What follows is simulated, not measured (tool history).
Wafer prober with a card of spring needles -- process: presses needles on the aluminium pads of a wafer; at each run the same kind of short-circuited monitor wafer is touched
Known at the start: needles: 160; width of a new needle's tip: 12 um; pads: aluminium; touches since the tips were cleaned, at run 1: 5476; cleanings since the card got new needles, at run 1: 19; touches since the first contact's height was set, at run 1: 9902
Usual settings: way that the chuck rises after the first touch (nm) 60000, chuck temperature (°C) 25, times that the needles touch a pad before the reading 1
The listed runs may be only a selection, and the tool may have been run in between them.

run	hour	way that the chuck rises after the first touch (nm)	chuck temperature (°C)	times that the needles touch a pad before the reading	touches since the tips were cleaned	cleanings since the card got new needles	touches since the first contact's height was set	resistance of one needle with its contact and lead (mohm)	way that a needle slides on the pad (nm)
1	0	60000	25	1	5476	19	9902	111	9320
# hour 8.1: tips cleaned on abrasive film
# hour 29.6: tips cleaned on abrasive film
2	29.6	60000	25	1	0	21	23567	110	9340
# hour 49.6: tips cleaned on abrasive film
# hour 70.4: tips cleaned on abrasive film
3	79.9	60000	25	1	4405	23	46844	113	9350
# hour 90.9: tips cleaned on abrasive film
# hour 110.4: tips cleaned on abrasive film
4	122	60000	25	1	5379	25	66299	112	9320
# hour 132.1: tips cleaned on abrasive film
# hour 153: tips cleaned on abrasive film
# hour 172.5: tips cleaned on abrasive film
5	175.7	60000	25	1	1484	28	91091	112	9340
# hour 195.1: tips cleaned on abrasive film
# hour 216: tips cleaned on abrasive film
6	219.4	60000	25	1	1570	30	111304	112	9340
# hour 236.7: tips cleaned on abrasive film
7	247.7	60000	25	1	5081	31	124378	112	9330
# hour 256: tips cleaned on abrasive film
# hour 276.5: tips cleaned on abrasive film
8	276.5	60000	25	1	0	33	137695	111	9340
# hour 296.4: tips cleaned on abrasive film
# hour 316.1: tips cleaned on abrasive film
9	328.4	60000	25	2	5745	35	161720	112	9370
# hour 337.7: tips cleaned on abrasive film
# hour 357.9: tips cleaned on abrasive film
# hour 366.2: height of the first contact set anew
10	367.8	60000	25	2	4458	37	737	113	9360
# hour 379.9: tips cleaned on abrasive film
# hour 400.5: tips cleaned on abrasive film
11	404.8	60000	25	1	1988	39	17817	113	9310
# hour 420: tips cleaned on abrasive film
# hour 439.2: tips cleaned on abrasive film
12	452.1	60000	25	1	5973	41	39698	113	9360
# hour 460: tips cleaned on abrasive film
# hour 479.6: tips cleaned on abrasive film
13	482.5	60000	25	1	1332	43	53720	112	9330
# hour 500.4: tips cleaned on abrasive film
14	519.2	71000	77	1	8740	44	70742	120	11020
# hour 522: tips cleaned on abrasive film
# hour 541.7: tips cleaned on abrasive film
# hour 562.6: tips cleaned on abrasive film
15	573.6	46000	56	1	5137	47	95887	120	7130
# hour 582.4: tips cleaned on abrasive film
# hour 601.9: tips cleaned on abrasive film
# hour 621.1: tips cleaned on abrasive film
16	621.1	60000	113	1	0	50	117803	123	9350
# hour 643.2: tips cleaned on abrasive film
# hour 665.6: tips cleaned on abrasive film
17	674.7	67000	71	2	4195	52	142590	118	10410
# hour 688.2: tips cleaned on abrasive film
# hour 707.7: tips cleaned on abrasive film
18	720.7	67000	71	2	6002	54	163859	116	10420
# hour 728.6: tips cleaned on abrasive film
19	743.6	57000	96	1	6990	55	174474	125	8860
# hour 750.4: tips cleaned on abrasive film
# hour 753.5: height of the first contact set anew
# hour 773.6: tips cleaned on abrasive film
20	781.8	57000	72	3	3827	57	13102	120	8900
# hour 796.8: tips cleaned on abrasive film
# hour 818.6: tips cleaned on abrasive film
21	836.1	49000	72	2	8126	59	38246	123	7620
# hour 840.8: tips cleaned on abrasive film
# hour 860.6: tips cleaned on abrasive film
# hour 880.1: tips cleaned on abrasive film
22	884	44000	49	2	1816	62	60354	119	6850
# hour 900.7: tips cleaned on abrasive film
# hour 921.9: tips cleaned on abrasive film
23	927.6	44000	49	2	2659	64	80500	120	6850
# hour 941.3: tips cleaned on abrasive film
24	958.2	60000	81	2	7877	65	94678	119	9320
# hour 960.6: tips cleaned on abrasive film
# hour 982.8: tips cleaned on abrasive film
25	994.3	60000	48	2	5343	67	111349	120	9300

Forecast each of these 5 alternatives for the next run:
# hour 1004.3: tips cleaned on abrasive film
A	1018.1	60000	26	2	6408	68	122367	?	?
# hour 1004.3: tips cleaned on abrasive film
B	1018.1	51000	30	3	6408	68	122367	?	?
# hour 1004.3: tips cleaned on abrasive film
C	1018.1	76000	31	3	6408	68	122367	?	?
# hour 1004.3: tips cleaned on abrasive film
D	1018.1	62000	30	2	6408	68	122367	?	?
# hour 1004.3: tips cleaned on abrasive film
E	1018.1	60000	43	2	6408	68	122367	?	?

run	resistance of one needle with its contact and lead (mohm)	way that a needle slides on the pad (nm)
A	112	9330
B	115	7940
C	112	11800
D	113	9630
E	114	9350
The same runs, with their run-to-run variation unchanged, on a tool lacking any hidden condition would have given:
run	resistance of one needle with its contact and lead (mohm)	way that a needle slides on the pad (nm)
A	112	9330
B	114	7950
C	112	11800
D	113	9630
E	114	9350
